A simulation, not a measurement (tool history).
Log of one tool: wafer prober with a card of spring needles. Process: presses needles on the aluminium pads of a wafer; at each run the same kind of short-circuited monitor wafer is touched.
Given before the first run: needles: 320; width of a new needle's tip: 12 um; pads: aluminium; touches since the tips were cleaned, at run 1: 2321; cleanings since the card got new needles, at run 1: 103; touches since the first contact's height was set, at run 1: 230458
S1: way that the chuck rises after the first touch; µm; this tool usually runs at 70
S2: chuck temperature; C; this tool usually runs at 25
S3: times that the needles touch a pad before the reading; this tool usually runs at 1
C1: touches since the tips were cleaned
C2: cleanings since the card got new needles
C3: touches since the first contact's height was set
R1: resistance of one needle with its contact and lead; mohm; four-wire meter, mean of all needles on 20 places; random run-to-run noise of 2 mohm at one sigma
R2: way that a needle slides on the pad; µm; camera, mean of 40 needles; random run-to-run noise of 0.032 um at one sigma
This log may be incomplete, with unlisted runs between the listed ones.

run 1 hour=0.0 | S1=70 S2=25 S3=1 | C1=2321 C2=103 C3=230458 | R1=238 R2=8.07
-- hour=7.9 tips cleaned on abrasive film
-- hour=20.9 tips cleaned on abrasive film
-- hour=21.2 height of the first contact set anew
-- hour=34.3 tips cleaned on abrasive film
-- hour=47.3 tips cleaned on abrasive film
-- hour=60.3 tips cleaned on abrasive film
run 2 hour=60.4 | S1=70 S2=25 S3=1 | C1=37 C2=108 C3=21161 | R1=225 R2=8.35
-- hour=70.9 tips cleaned on abrasive film
-- hour=83.9 tips cleaned on abrasive film
-- hour=94.4 tips cleaned on abrasive film
-- hour=107.4 tips cleaned on abrasive film
run 3 hour=110.2 | S1=70 S2=25 S3=1 | C1=1539 C2=112 C3=48044 | R1=232 R2=8.35
-- hour=118.1 tips cleaned on abrasive film
-- hour=131.2 tips cleaned on abrasive film
-- hour=144.2 tips cleaned on abrasive film
-- hour=157.2 tips cleaned on abrasive film
-- hour=170.3 tips cleaned on abrasive film
run 4 hour=172.9 | S1=70 S2=25 S3=1 | C1=1437 C2=117 C3=81878 | R1=237 R2=8.32
-- hour=180.8 tips cleaned on abrasive film
-- hour=193.8 tips cleaned on abrasive film
-- hour=206.9 tips cleaned on abrasive film
-- hour=219.9 tips cleaned on abrasive film
-- hour=233.0 tips cleaned on abrasive film
run 5 hour=239.7 | S1=70 S2=25 S3=1 | C1=3684 C2=122 C3=117945 | R1=249 R2=8.24
-- hour=245.0 tips cleaned on abrasive film
-- hour=258.0 tips cleaned on abrasive film
-- hour=271.1 tips cleaned on abrasive film
-- hour=281.5 tips cleaned on abrasive film
run 6 hour=287.1 | S1=70 S2=25 S3=1 | C1=3044 C2=126 C3=143521 | R1=241 R2=8.18
-- hour=292.4 tips cleaned on abrasive film
-- hour=305.5 tips cleaned on abrasive film
-- hour=318.5 tips cleaned on abrasive film
-- hour=331.6 tips cleaned on abrasive film
run 7 hour=334.5 | S1=70 S2=44 S3=1 | C1=1613 C2=130 C3=169074 | R1=241 R2=8.14
-- hour=342.4 tips cleaned on abrasive film
-- hour=352.8 tips cleaned on abrasive film
-- hour=365.9 tips cleaned on abrasive film
-- hour=376.3 tips cleaned on abrasive film
-- hour=389.4 tips cleaned on abrasive film
-- hour=402.4 tips cleaned on abrasive film
run 8 hour=402.7 | S1=70 S2=25 S3=1 | C1=153 C2=136 C3=205848 | R1=231 R2=8.07
-- hour=413.2 tips cleaned on abrasive film
-- hour=421.0 tips cleaned on abrasive film, once more
-- hour=434.1 tips cleaned on abrasive film
-- hour=447.1 tips cleaned on abrasive film
-- hour=460.2 tips cleaned on abrasive film
run 9 hour=462.1 | S1=70 S2=70 S3=1 | C1=1032 C2=141 C3=237861 | R1=248 R2=7.96
-- hour=470.1 height of the first contact set anew
-- hour=472.8 tips cleaned on abrasive film
-- hour=485.9 tips cleaned on abrasive film
-- hour=498.9 tips cleaned on abrasive film
run 10 hour=502.4 | S1=70 S2=37 S3=1 | C1=1919 C2=144 C3=17410 | R1=243 R2=8.33
-- hour=510.3 tips cleaned on abrasive film
-- hour=523.3 tips cleaned on abrasive film
-- hour=534.6 tips cleaned on abrasive film
run 11 hour=534.6 | S1=58 S2=99 S3=3 | C1=0 C2=147 C3=34753 | R1=253 R2=6.95
-- hour=547.7 tips cleaned on abrasive film
-- hour=558.1 tips cleaned on abrasive film
-- hour=571.2 tips cleaned on abrasive film
-- hour=584.2 tips cleaned on abrasive film
-- hour=595.4 tips cleaned on abrasive film
run 12 hour=595.4 | S1=65 S2=25 S3=1 | C1=0 C2=152 C3=67532 | R1=230 R2=7.69
-- hour=608.4 tips cleaned on abrasive film
-- hour=621.5 tips cleaned on abrasive film
-- hour=634.5 tips cleaned on abrasive film
-- hour=647.5 tips cleaned on abrasive film
run 13 hour=652.6 | S1=65 S2=25 S3=1 | C1=2735 C2=156 C3=98429 | R1=246 R2=7.70
-- hour=660.4 tips cleaned on abrasive film
-- hour=673.5 tips cleaned on abrasive film
-- hour=684.0 tips cleaned on abrasive film
run 14 hour=684.0 | S1=65 S2=25 S3=1 | C1=0 C2=159 C3=115371 | R1=231 R2=7.67
-- hour=694.5 tips cleaned on abrasive film
-- hour=707.5 tips cleaned on abrasive film
run 15 hour=712.9 | S1=65 S2=25 S3=1 | C1=2924 C2=161 C3=130970 | R1=251 R2=7.66

Measured less the same run without the tool's hidden state. The same run-to-run variation is in both; the gauge's scatter may not be:
Unlogged tool condition in this case: debris on the tips, nm; way that the needles fall short of the set height, um; tips' diameter, um; drift of the gauge itself on contact_mohm, %; drift of the gauge itself on scrub_um, %.
run=1 R1=+16 R2=-0.34
run=2 R1=+4 R2=-0.03
run=3 R1=+12 R2=-0.07
run=4 R1=+13 R2=-0.12
run=5 R1=+23 R2=-0.18
run=6 R1=+19 R2=-0.22
run=7 R1=+14 R2=-0.27
run=8 R1=+7 R2=-0.33
run=9 R1=+14 R2=-0.38
run=10 R1=+17 R2=-0.03
run=11 R1=+6 R2=-0.06
run=12 R1=+5 R2=-0.11
run=13 R1=+23 R2=-0.15
run=14 R1=+7 R2=-0.18
run=15 R1=+25 R2=-0.19
